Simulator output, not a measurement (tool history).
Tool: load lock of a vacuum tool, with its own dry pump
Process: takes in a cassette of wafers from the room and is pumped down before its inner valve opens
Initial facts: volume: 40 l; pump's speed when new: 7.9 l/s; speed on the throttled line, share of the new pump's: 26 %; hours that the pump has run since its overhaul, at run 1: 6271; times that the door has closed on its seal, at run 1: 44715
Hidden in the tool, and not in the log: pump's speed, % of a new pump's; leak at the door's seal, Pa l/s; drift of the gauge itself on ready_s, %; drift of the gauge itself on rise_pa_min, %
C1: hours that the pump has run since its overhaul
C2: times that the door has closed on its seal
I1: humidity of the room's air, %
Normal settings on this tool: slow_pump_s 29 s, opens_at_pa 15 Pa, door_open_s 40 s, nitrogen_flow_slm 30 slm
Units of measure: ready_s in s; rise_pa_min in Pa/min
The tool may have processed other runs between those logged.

Run 1, hour 0.0: usual settings; C1 6271; C2 44715; I1 44.9. Result: ready_s 74.4 s, rise_pa_min 0.221 Pa/min.
Run 2, hour 186.9: usual settings; C1 6457; C2 45625; I1 43.3. Result: ready_s 73.8 s, rise_pa_min 0.220 Pa/min.
Run 3, hour 378.1: usual settings; C1 6649; C2 46556; I1 46.6. Result: ready_s 74.4 s, rise_pa_min 0.235 Pa/min.
Run 4, hour 710.2: usual settings but nitrogen_flow_slm 6 slm; C1 6981; C2 48174; I1 45.5. Result: ready_s 74.9 s, rise_pa_min 0.263 Pa/min.
Run 5, hour 877.1: usual settings but nitrogen_flow_slm 22 slm; C1 7148; C2 48987; I1 48.0. Result: ready_s 75.5 s, rise_pa_min 0.256 Pa/min.
Run 6, hour 1209.9: usual settings but nitrogen_flow_slm 22 slm; C1 7480; C2 50607; I1 44.7. Result: ready_s 77.3 s, rise_pa_min 0.259 Pa/min.
Run 7, hour 1496.9: usual settings; C1 7767; C2 52005; I1 46.3. Result: ready_s 75.4 s, rise_pa_min 0.277 Pa/min.
Run 8, hour 1729.8: usual settings; C1 8000; C2 53139; I1 45.1. Result: ready_s 77.0 s, rise_pa_min 0.287 Pa/min.
Run 9, hour 1894.8: usual settings; C1 8165; C2 53943; I1 45.1. Result: ready_s 78.1 s, rise_pa_min 0.291 Pa/min.
Run 10, hour 2114.5: usual settings but slow_pump_s 16 s, opens_at_pa 26 Pa, door_open_s 238 s; C1 8385; C2 55013; I1 46.7. Result: ready_s 64.7 s, rise_pa_min 0.323 Pa/min.
Run 11, hour 2434.3: usual settings but door_open_s 158 s; C1 8705; C2 56570; I1 44.6. Result: ready_s 78.0 s, rise_pa_min 0.335 Pa/min.
Run 12, hour 2610.0: usual settings but door_open_s 158 s; C1 8881; C2 57426; I1 45.1. Result: ready_s 77.9 s, rise_pa_min 0.344 Pa/min.
Run 13, hour 2961.7: usual settings but door_open_s 91 s, nitrogen_flow_slm 28 slm; C1 9232; C2 59139; I1 45.4. Result: ready_s 78.6 s, rise_pa_min 0.352 Pa/min.
Run 14, hour 3257.8: usual settings but slow_pump_s 21 s, opens_at_pa 16 Pa, door_open_s 51 s, nitrogen_flow_slm 27 slm; C1 9528; C2 60580; I1 42.1. Result: ready_s 73.4 s, rise_pa_min 0.346 Pa/min.
At hour 3336.9: dry pump taken out, an overhauled one fitted.
Run 15, hour 3540.5: usual settings but slow_pump_s 22 s, opens_at_pa 24 Pa, door_open_s 73 s, nitrogen_flow_slm 6 slm; C1 204; C2 61928; I1 46.7. Result: ready_s 59.0 s, rise_pa_min 0.387 Pa/min.
Run 16, hour 3783.6: usual settings but slow_pump_s 22 s, opens_at_pa 24 Pa, door_open_s 73 s, nitrogen_flow_slm 6 slm; C1 447; C2 63112; I1 45.5. Result: ready_s 58.6 s, rise_pa_min 0.395 Pa/min.
Run 17, hour 4114.7: usual settings but slow_pump_s 53 s, opens_at_pa 13 Pa, door_open_s 152 s, nitrogen_flow_slm 37 slm; C1 778; C2 64724; I1 45.2. Result: ready_s 85.9 s, rise_pa_min 0.399 Pa/min.
At hour 4274.2: door's seal changed, seat wiped.
Run 18, hour 4276.7: usual settings but slow_pump_s 20 s, door_open_s 61 s; C1 938; C2 12; I1 42.6. Result: ready_s 61.0 s, rise_pa_min 0.025 Pa/min.

Forecast each of these 3 alternatives for the next run:
Run A, hour 4574.0: usual settings but slow_pump_s 32 s, door_open_s 61 s; C1 1236; C2 1460; I1 44.0. Result: ready_s ?, rise_pa_min ?.
Run B, hour 4574.0: usual settings but slow_pump_s 22 s; C1 1236; C2 1460; I1 42.0. Result: ready_s ?, rise_pa_min ?.
Run C, hour 4574.0: usual settings but slow_pump_s 42 s, door_open_s 61 s; C1 1236; C2 1460; I1 45.2. Result: ready_s ?, rise_pa_min ?.

run  ready_s  rise_pa_min
  A     69.9        0.034
  B     62.1        0.028
  C     76.5        0.032
With the hidden condition removed and each run's random variation left untouched, the same runs would have given:
run  ready_s  rise_pa_min
  A     68.6        0.029
  B     60.8        0.023
  C     75.4        0.027

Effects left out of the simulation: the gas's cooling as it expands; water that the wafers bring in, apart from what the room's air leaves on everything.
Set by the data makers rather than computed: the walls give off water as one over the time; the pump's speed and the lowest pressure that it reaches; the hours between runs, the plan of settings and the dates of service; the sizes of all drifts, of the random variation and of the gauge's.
